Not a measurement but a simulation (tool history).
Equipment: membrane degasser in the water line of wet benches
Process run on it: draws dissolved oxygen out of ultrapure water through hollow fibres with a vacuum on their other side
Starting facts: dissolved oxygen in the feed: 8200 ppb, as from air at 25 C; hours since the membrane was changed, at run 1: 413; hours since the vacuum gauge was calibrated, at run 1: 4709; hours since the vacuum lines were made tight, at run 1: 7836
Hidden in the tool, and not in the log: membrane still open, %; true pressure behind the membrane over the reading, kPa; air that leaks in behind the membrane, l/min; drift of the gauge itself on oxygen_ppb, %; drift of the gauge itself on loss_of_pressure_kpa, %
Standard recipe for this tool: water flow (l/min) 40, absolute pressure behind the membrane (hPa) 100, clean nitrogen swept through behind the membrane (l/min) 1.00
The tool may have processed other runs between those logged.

run   hour  water flow (l/min)  absolute pressure behind the membrane (hPa)  clean nitrogen swept through behind the membrane (l/min)  hours since the membrane was changed  hours since the vacuum gauge was calibrated  hours since the vacuum lines were made tight  dissolved oxygen in the water behind the degasser (ppb)  pressure that the water loses in the fibres (hPa)
  1    0.0                  40                                          100                                                      1.00                                   413                                         4709                                          7836                                                    802.6                                              253.4
  2   27.0                  40                                          100                                                      1.00                                   440                                         4736                                          7863                                                    815.6                                              251.4
  3   62.2                  40                                          100                                                      1.00                                   476                                         4771                                          7898                                                    807.4                                              251.6
  4  118.6                  40                                          100                                                      1.00                                   532                                         4827                                          7955                                                    808.3                                              253.8
  5  147.4                  40                                           66                                                      1.00                                   561                                         4856                                          7984                                                    581.7                                              255.2
     151.8  -- vacuum gauge calibrated
  6  176.6                  31                                           79                                                      1.00                                   590                                           25                                          8012                                                    492.4                                              195.7
  7  223.8                  31                                           79                                                      1.00                                   637                                           72                                          8060                                                    492.7                                              196.3
  8  252.5                  60                                           66                                                      1.36                                   665                                          101                                          8088                                                    848.8                                              381.1
  9  282.7                  26                                          100                                                      1.00                                   696                                          131                                          8118                                                    488.3                                              162.7
 10  312.5                  26                                          100                                                      1.00                                   725                                          161                                          8148                                                    502.2                                              165.0

Predict each of these 3 candidate next runs independently; none follows another, all start after run 10:
  A  353.8                  31                                          190                                                      2.01                                   767                                          202                                          8190                                                        ?                                                  ?
  B  353.8                  26                                           98                                                      1.00                                   767                                          202                                          8190                                                        ?                                                  ?
  C  353.8                  39                                          100                                                      2.00                                   767                                          202                                          8190                                                        ?                                                  ?

run  dissolved oxygen in the water behind the degasser (ppb)  pressure that the water loses in the fibres (hPa)
  A                                                    708.3                                              197.9
  B                                                    502.0                                              166.1
  C                                                    583.8                                              246.0
The same runs, with their run-to-run variation unchanged, on a tool lacking any hidden condition would have given:
run  dissolved oxygen in the water behind the degasser (ppb)  pressure that the water loses in the fibres (hPa)
  A                                                    697.5                                              196.8
  B                                                    489.7                                              165.2
  C                                                    571.5                                              244.6
